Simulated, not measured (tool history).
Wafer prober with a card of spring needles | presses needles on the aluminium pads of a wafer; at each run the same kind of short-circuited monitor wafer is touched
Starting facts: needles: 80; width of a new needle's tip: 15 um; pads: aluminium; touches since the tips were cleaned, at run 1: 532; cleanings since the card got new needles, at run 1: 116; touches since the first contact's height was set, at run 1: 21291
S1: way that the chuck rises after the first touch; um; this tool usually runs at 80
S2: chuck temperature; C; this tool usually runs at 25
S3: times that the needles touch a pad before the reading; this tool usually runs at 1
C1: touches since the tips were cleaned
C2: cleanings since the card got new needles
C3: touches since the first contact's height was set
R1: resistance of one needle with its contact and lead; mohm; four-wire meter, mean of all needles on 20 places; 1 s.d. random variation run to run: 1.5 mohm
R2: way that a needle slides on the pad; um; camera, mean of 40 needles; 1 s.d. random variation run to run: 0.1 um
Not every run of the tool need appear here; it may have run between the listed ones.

Run 1, hour 0.0: usual settings; C1 532; C2 116; C3 21291. Result: R1 143 mohm, R2 9.75 um.
At hour 4.0: tips cleaned on abrasive film.
At hour 10.5: tips cleaned on abrasive film.
At hour 17.1: tips cleaned on abrasive film.
At hour 22.4: tips cleaned on abrasive film.
At hour 27.6: tips cleaned on abrasive film.
At hour 32.9: tips cleaned on abrasive film.
At hour 39.5: tips cleaned on abrasive film.
Run 2, hour 42.0: usual settings; C1 738; C2 123; C3 33561. Result: R1 146 mohm, R2 9.84 um.
At hour 45.9: tips cleaned on abrasive film.
At hour 51.2: tips cleaned on abrasive film.
At hour 57.8: tips cleaned on abrasive film.
At hour 64.3: tips cleaned on abrasive film.
At hour 70.9: tips cleaned on abrasive film.
At hour 76.2: tips cleaned on abrasive film.
At hour 82.7: tips cleaned on abrasive film.
At hour 89.3: tips cleaned on abrasive film.
At hour 94.6: tips cleaned on abrasive film.
At hour 99.8: tips cleaned on abrasive film.
At hour 106.4: tips cleaned on abrasive film.
Run 3, hour 108.6: usual settings; C1 647; C2 134; C3 53044. Result: R1 145 mohm, R2 9.64 um.
At hour 112.6: tips cleaned on abrasive film.
At hour 119.1: tips cleaned on abrasive film.
At hour 125.7: tips cleaned on abrasive film.
At hour 132.2: tips cleaned on abrasive film.
At hour 138.8: tips cleaned on abrasive film.
At hour 145.4: tips cleaned on abrasive film.
At hour 150.6: tips cleaned on abrasive film.
At hour 157.2: tips cleaned on abrasive film.
At hour 162.5: tips cleaned on abrasive film.
At hour 169.0: tips cleaned on abrasive film.
At hour 174.3: tips cleaned on abrasive film.
Run 4, hour 175.4: usual settings; C1 336; C2 145; C3 72600. Result: R1 145 mohm, R2 9.48 um.
At hour 180.7: tips cleaned on abrasive film.
At hour 186.0: tips cleaned on abrasive film.
At hour 191.3: tips cleaned on abrasive film.
At hour 196.5: tips cleaned on abrasive film.
At hour 203.1: tips cleaned on abrasive film.
At hour 208.4: tips cleaned on abrasive film.
At hour 213.6: tips cleaned on abrasive film.
At hour 218.9: tips cleaned on abrasive film.
At hour 225.5: tips cleaned on abrasive film.
At hour 230.7: tips cleaned on abrasive film.
At hour 236.0: tips cleaned on abrasive film.
Run 5, hour 237.5: usual settings; C1 453; C2 156; C3 90737. Result: R1 145 mohm, R2 9.51 um.
At hour 241.5: tips cleaned on abrasive film.
At hour 246.8: tips cleaned on abrasive film.
At hour 253.3: tips cleaned on abrasive film.
At hour 258.6: tips cleaned on abrasive film.
At hour 265.2: tips cleaned on abrasive film.
At hour 270.4: tips cleaned on abrasive film.
At hour 275.7: tips cleaned on abrasive film.
At hour 282.1: tips cleaned on abrasive film.
Run 6, hour 282.1: usual settings; C1 0; C2 164; C3 103747. Result: R1 139 mohm, R2 9.53 um.
At hour 288.6: tips cleaned on abrasive film.
At hour 293.9: tips cleaned on abrasive film.
At hour 300.5: tips cleaned on abrasive film.
At hour 305.7: tips cleaned on abrasive film.
At hour 311.0: tips cleaned on abrasive film.
At hour 317.6: tips cleaned on abrasive film.
At hour 324.1: tips cleaned on abrasive film.
At hour 329.4: tips cleaned on abrasive film.
At hour 334.7: tips cleaned on abrasive film.
At hour 341.2: tips cleaned on abrasive film.
Run 7, hour 341.3: usual settings but S1 76 um; C1 30; C2 174; C3 121075. Result: R1 140 mohm, R2 8.81 um.
At hour 346.6: tips cleaned on abrasive film.
At hour 351.9: tips cleaned on abrasive film.
At hour 358.5: tips cleaned on abrasive film.
At hour 363.7: tips cleaned on abrasive film.
At hour 369.0: tips cleaned on abrasive film.
At hour 375.6: tips cleaned on abrasive film.
At hour 382.1: tips cleaned on abrasive film.
At hour 388.7: tips cleaned on abrasive film.
At hour 395.2: tips cleaned on abrasive film.
At hour 400.5: tips cleaned on abrasive film.
Run 8, hour 402.8: usual settings but S1 76 um; C1 676; C2 184; C3 139051. Result: R1 147 mohm, R2 8.97 um.
At hour 406.8: tips cleaned on abrasive film.
At hour 412.0: tips cleaned on abrasive film.
At hour 417.3: tips cleaned on abrasive film.
At hour 423.9: tips cleaned on abrasive film.
At hour 430.4: tips cleaned on abrasive film.
At hour 437.0: tips cleaned on abrasive film.
At hour 443.6: tips cleaned on abrasive film.
At hour 450.1: tips cleaned on abrasive film.
Run 9, hour 451.4: usual settings but S1 76 um; C1 373; C2 192; C3 153264. Result: R1 146 mohm, R2 8.84 um.
At hour 456.7: tips cleaned on abrasive film.
At hour 463.2: tips cleaned on abrasive film.
At hour 468.5: tips cleaned on abrasive film.
At hour 473.8: tips cleaned on abrasive film.
At hour 479.0: tips cleaned on abrasive film.
At hour 484.3: tips cleaned on abrasive film.
At hour 490.9: tips cleaned on abrasive film.
At hour 496.1: tips cleaned on abrasive film.
At hour 508.1: card fitted with new needles.
At hour 513.4: tips cleaned on abrasive film.
At hour 518.7: tips cleaned on abrasive film.
Run 10, hour 518.7: usual settings; C1 0; C2 2; C3 3094. Result: R1 139 mohm, R2 9.88 um.
At hour 520.4: height of the first contact set anew.
At hour 524.3: tips cleaned on abrasive film.
At hour 529.6: tips cleaned on abrasive film.
At hour 536.2: tips cleaned on abrasive film.
At hour 541.5: tips cleaned on abrasive film.
At hour 548.0: tips cleaned on abrasive film.
Run 11, hour 553.1: usual settings but S2 53 C, S3 2; C1 1506; C2 7; C3 9578. Result: R1 148 mohm, R2 9.88 um.
At hour 554.5: tips cleaned on abrasive film.
At hour 559.7: tips cleaned on abrasive film.
At hour 566.3: tips cleaned on abrasive film.
At hour 572.9: tips cleaned on abrasive film.
At hour 578.1: tips cleaned on abrasive film.
At hour 584.4: tips cleaned on abrasive film.
Run 12, hour 584.4: usual settings but S2 53 C, S3 2; C1 0; C2 13; C3 18700. Result: R1 141 mohm, R2 9.92 um.
At hour 589.6: tips cleaned on abrasive film.
At hour 594.9: tips cleaned on abrasive film.
At hour 601.5: tips cleaned on abrasive film.
At hour 608.0: tips cleaned on abrasive film.
At hour 613.3: tips cleaned on abrasive film.
At hour 618.6: tips cleaned on abrasive film.
At hour 623.8: tips cleaned on abrasive film.
At hour 630.4: tips cleaned on abrasive film.
At hour 637.0: tips cleaned on abrasive film.
At hour 643.5: tips cleaned on abrasive film.
At hour 650.1: tips cleaned on abrasive film.
Run 13, hour 650.7: usual settings but S1 62 um, S3 2; C1 188; C2 24; C3 38109. Result: R1 141 mohm, R2 7.49 um.
At hour 656.0: tips cleaned on abrasive film.
At hour 662.5: tips cleaned on abrasive film.
At hour 667.8: tips cleaned on abrasive film.
At hour 673.1: tips cleaned on abrasive film.
At hour 678.4: tips cleaned on abrasive film.
At hour 684.9: tips cleaned on abrasive film.
At hour 691.5: tips cleaned on abrasive film.
Run 14, hour 693.8: usual settings but S1 62 um, S2 34 C, S3 2; C1 675; C2 31; C3 50700. Result: R1 146 mohm, R2 7.44 um.

What will run 15 give?
At hour 697.7: tips cleaned on abrasive film.
At hour 704.3: tips cleaned on abrasive film.
At hour 710.9: tips cleaned on abrasive film.
At hour 716.1: tips cleaned on abrasive film.
At hour 721.4: tips cleaned on abrasive film.
At hour 728.0: tips cleaned on abrasive film.
At hour 733.2: tips cleaned on abrasive film.
At hour 738.5: tips cleaned on abrasive film.
At hour 745.1: tips cleaned on abrasive film.
At hour 751.6: tips cleaned on abrasive film.
At hour 756.9: tips cleaned on abrasive film.
Run 15, hour 759.6: usual settings; C1 802; C2 42; C3 69954. Result: R1 ?, R2 ?.

{"run 15": {"R1": 144, "R2": 9.45}}
Without the tool's hidden state the same run would have given R1 138 mohm, R2 9.78 um.
